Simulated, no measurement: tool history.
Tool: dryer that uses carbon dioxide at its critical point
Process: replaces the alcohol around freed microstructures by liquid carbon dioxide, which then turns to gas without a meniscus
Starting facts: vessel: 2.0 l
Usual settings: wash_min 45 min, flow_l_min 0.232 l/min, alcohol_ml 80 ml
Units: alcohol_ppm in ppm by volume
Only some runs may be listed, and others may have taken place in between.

run   hour  wash_min  flow_l_min  alcohol_ml  alcohol_ppm
  1      0        45       0.232          80          350
  2   11.8        65       0.232          80           93
  3   24.4        65       0.232          80           76
  4   30.5        65       0.232          80           90
  5   39.3        69       0.232          80           77
  6   47.6        69       0.232          80           72
  7   54.2        69       0.232          80           85
  8   63.1        69       0.232          80           76
  9   74.9        45       0.232          80          382
 10   88.6        44       0.232          80          412
 11   99.6        45       0.232          80          385
 12  111.8        45       0.232          80          413
 13  118.2        45       0.232          80          400
 14  131.9        45       0.232          80          423
 15  141.9        45       0.232          80          437
 16  150.6        30       0.289          80          842
 17  163.4        30       0.289          80          892
 18  176.5        30       0.289          80          886
 19  184.6        35       0.289          99          613
     192.2  -- inlet filter changed
 20  193.1        35       0.196          99         2016
 21  199.8        35       0.171          99         3159
 22  206.1        35       0.364          99          176
 23  217.7        45       0.234          21          142
 24  227.1        45       0.212          80          521
 25  237.9        30       0.258          39          588
 26  250.6        45       0.232          33          199
 27  263.8        59       0.232          70          121
 28  276.3        68       0.339          50           66

3 options for the next run, each taken on its own from the tool as it stands now. Forecast them:
  A  287.5        59       0.364          33            ?
  B  287.5        56       0.232          36            ?
  C  287.5        48       0.192          50            ?

run  alcohol_ppm
  A           68
  B          114
  C          447
The same runs, with their run-to-run variation unchanged, on a tool lacking any hidden condition would have given:
run  alcohol_ppm
  A            4
  B           40
  C          335
